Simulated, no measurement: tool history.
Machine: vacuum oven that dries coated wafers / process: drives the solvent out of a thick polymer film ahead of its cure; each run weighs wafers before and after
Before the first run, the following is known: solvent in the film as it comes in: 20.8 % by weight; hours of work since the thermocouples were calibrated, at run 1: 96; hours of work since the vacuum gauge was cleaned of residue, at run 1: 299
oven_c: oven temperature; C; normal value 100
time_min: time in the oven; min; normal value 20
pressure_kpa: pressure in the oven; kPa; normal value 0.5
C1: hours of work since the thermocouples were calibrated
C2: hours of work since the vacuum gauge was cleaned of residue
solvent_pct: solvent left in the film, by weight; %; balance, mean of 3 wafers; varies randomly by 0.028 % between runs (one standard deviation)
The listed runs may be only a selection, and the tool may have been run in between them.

run 1 day=0 | oven_c=100 time_min=20 pressure_kpa=0.5 | C1=96 C2=299 | solvent_pct=0.98
run 2 day=1 | oven_c=100 time_min=20 pressure_kpa=0.5 | C1=109 C2=312 | solvent_pct=0.95
run 3 day=2.117 | oven_c=100 time_min=20 pressure_kpa=0.5 | C1=124 C2=326 | solvent_pct=1.01
run 4 day=2.892 | oven_c=100 time_min=20 pressure_kpa=1.598 | C1=134 C2=337 | solvent_pct=1.29
run 5 day=3.958 | oven_c=100 time_min=20 pressure_kpa=1.598 | C1=148 C2=351 | solvent_pct=1.36
run 6 day=4.629 | oven_c=100 time_min=20 pressure_kpa=0.47 | C1=157 C2=359 | solvent_pct=0.94
run 7 day=5.3 | oven_c=100 time_min=20 pressure_kpa=0.47 | C1=166 C2=368 | solvent_pct=0.93
run 8 day=6.05 | oven_c=100 time_min=20 pressure_kpa=0.47 | C1=176 C2=378 | solvent_pct=0.92
run 9 day=7.446 | oven_c=100 time_min=20 pressure_kpa=0.5 | C1=194 C2=396 | solvent_pct=0.95
run 10 day=8.846 | oven_c=100 time_min=20 pressure_kpa=0.5 | C1=212 C2=415 | solvent_pct=0.93
run 11 day=9.917 | oven_c=100 time_min=20 pressure_kpa=1.004 | C1=226 C2=429 | solvent_pct=1.15
run 12 day=10.738 | oven_c=100 time_min=20 pressure_kpa=1.004 | C1=237 C2=440 | solvent_pct=1.06
run 13 day=11.546 | oven_c=100 time_min=20 pressure_kpa=1.004 | C1=248 C2=450 | solvent_pct=1.14
run 14 day=12.417 | oven_c=107 time_min=20 pressure_kpa=0.851 | C1=259 C2=462 | solvent_pct=0.44
run 15 day=13.1 | oven_c=100 time_min=33 pressure_kpa=0.5 | C1=268 C2=471 | solvent_pct=0.31
run 16 day=14.475 | oven_c=100 time_min=33 pressure_kpa=0.5 | C1=286 C2=489 | solvent_pct=0.32
run 17 day=15.904 | oven_c=100 time_min=33 pressure_kpa=0.5 | C1=305 C2=507 | solvent_pct=0.31
run 18 day=17.017 | oven_c=100 time_min=20 pressure_kpa=0.78 | C1=319 C2=522 | solvent_pct=1
run 19 day=17.696 | oven_c=114 time_min=20 pressure_kpa=0.774 | C1=328 C2=531 | solvent_pct=0.18

Measured less the same run without the tool's hidden state. The same run-to-run variation is in both; the gauge's scatter may not be:
What the log doesn't record here: true wafer temperature over the reading, C; true pressure over the reading, kPa; drift of the gauge itself on solvent_pct, %.
run=1 solvent_pct=+0.04
run=2 solvent_pct=+0.04
run=3 solvent_pct=+0.04
run=4 solvent_pct=+0.04
run=5 solvent_pct=+0.04
run=6 solvent_pct=+0.03
run=7 solvent_pct=+0.03
run=8 solvent_pct=+0.03
run=9 solvent_pct=+0.02
run=10 solvent_pct=+0.02
run=11 solvent_pct=+0.02
run=12 solvent_pct=+0.02
run=13 solvent_pct=+0.02
run=14 solvent_pct=+0.02
run=15 solvent_pct=+0.03
run=16 solvent_pct=+0.03
run=17 solvent_pct=+0.02
run=18 solvent_pct=+0.01
run=19 solvent_pct=+0.02
